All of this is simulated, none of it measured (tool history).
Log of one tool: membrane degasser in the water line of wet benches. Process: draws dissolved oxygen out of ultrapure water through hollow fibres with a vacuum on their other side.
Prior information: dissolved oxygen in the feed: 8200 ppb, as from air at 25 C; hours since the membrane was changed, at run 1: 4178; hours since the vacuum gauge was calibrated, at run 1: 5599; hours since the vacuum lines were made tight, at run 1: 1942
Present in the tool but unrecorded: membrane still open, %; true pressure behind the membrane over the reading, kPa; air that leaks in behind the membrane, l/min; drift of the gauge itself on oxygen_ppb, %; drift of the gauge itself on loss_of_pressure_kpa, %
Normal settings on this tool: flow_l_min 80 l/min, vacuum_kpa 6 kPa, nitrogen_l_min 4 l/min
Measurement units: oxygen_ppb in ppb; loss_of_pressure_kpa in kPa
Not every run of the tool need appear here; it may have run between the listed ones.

run     day  flow_l_min  vacuum_kpa  nitrogen_l_min  hours since the membrane was changed  hours since the vacuum gauge was calibrated  hours since the vacuum lines were made tight  oxygen_ppb  loss_of_pressure_kpa
  1       0          80           6               4                                  4178                                         5599                                          1942       159.1                 63.38
  2    4.75         101           6               4                                  4292                                         5713                                          2056       221.3                 80.22
  3   7.475         101           6               4                                  4357                                         5778                                          2122       219.4                 80.23
  4  11.617          80           6               4                                  4457                                         5878                                          2221       159.4                 63.65
  5  15.325          80           6               4                                  4546                                         5967                                          2310       159.3                 64.29
  6  19.371          80           6               4                                  4643                                         6064                                          2407       162.6                 64.03
  7  21.483          53           6               4                                  4693                                         6114                                          2458       104.5                 42.64
     24.617  -- seals of the vacuum lines changed
  8  25.979          53           6               4                                  4799                                         6220                                            33       105.1                 42.26
  9   29.55          53           6               4                                  4885                                         6306                                           118       102.3                 42.66
 10  33.433          53           6               4                                  4978                                         6399                                           212       105.3                 42.84
 11  35.525          53           6               4                                  5029                                         6449                                           262       104.7                 42.64
 12  40.617          53           6               4                                  5151                                         6572                                           384       105.3                 42.59
 13  43.254          53           6               4                                  5214                                         6635                                           447         106                 42.76
 14  46.208          80           6            4.49                                  5285                                         6706                                           518       153.9                 64.65
 15  48.529          80           6            4.49                                  5341                                         6761                                           574       153.8                 64.26
 16  51.446          80           6            4.49                                  5411                                         6831                                           644       148.5                 65.03
     52.575  -- vacuum gauge calibrated
 17  56.271          90           6            4.78                                  5526                                           89                                           759       142.3                  73.5
 18  59.367          49        8.44            8.17                                  5600                                          163                                           834        76.5                 39.79
 19  63.517          75        5.93            3.14                                  5700                                          263                                           933       153.2                 60.57
 20  66.092          56        5.93            2.24                                  5762                                          324                                           995       149.7                 45.23

The logged runs with the hidden state left out (each run's random variation unchanged):
run  oxygen_ppb  loss_of_pressure_kpa
  1         132                 59.52
  2       181.1                 75.21
  3         179                 75.12
  4       130.8                 59.51
  5       130.2                 60.06
  6       132.6                 59.72
  7        86.2                 39.74
  8        86.9                 39.29
  9        84.4                 39.64
 10        86.5                 39.74
 11        85.9                 39.53
 12          86                  39.4
 13        86.4                 39.53
 14       122.5                  59.7
 15       122.2                 59.29
 16       117.6                 59.93
 17         132                 67.63
 18        75.9                 36.56
 19       147.5                 55.55
 20       147.6                 41.44
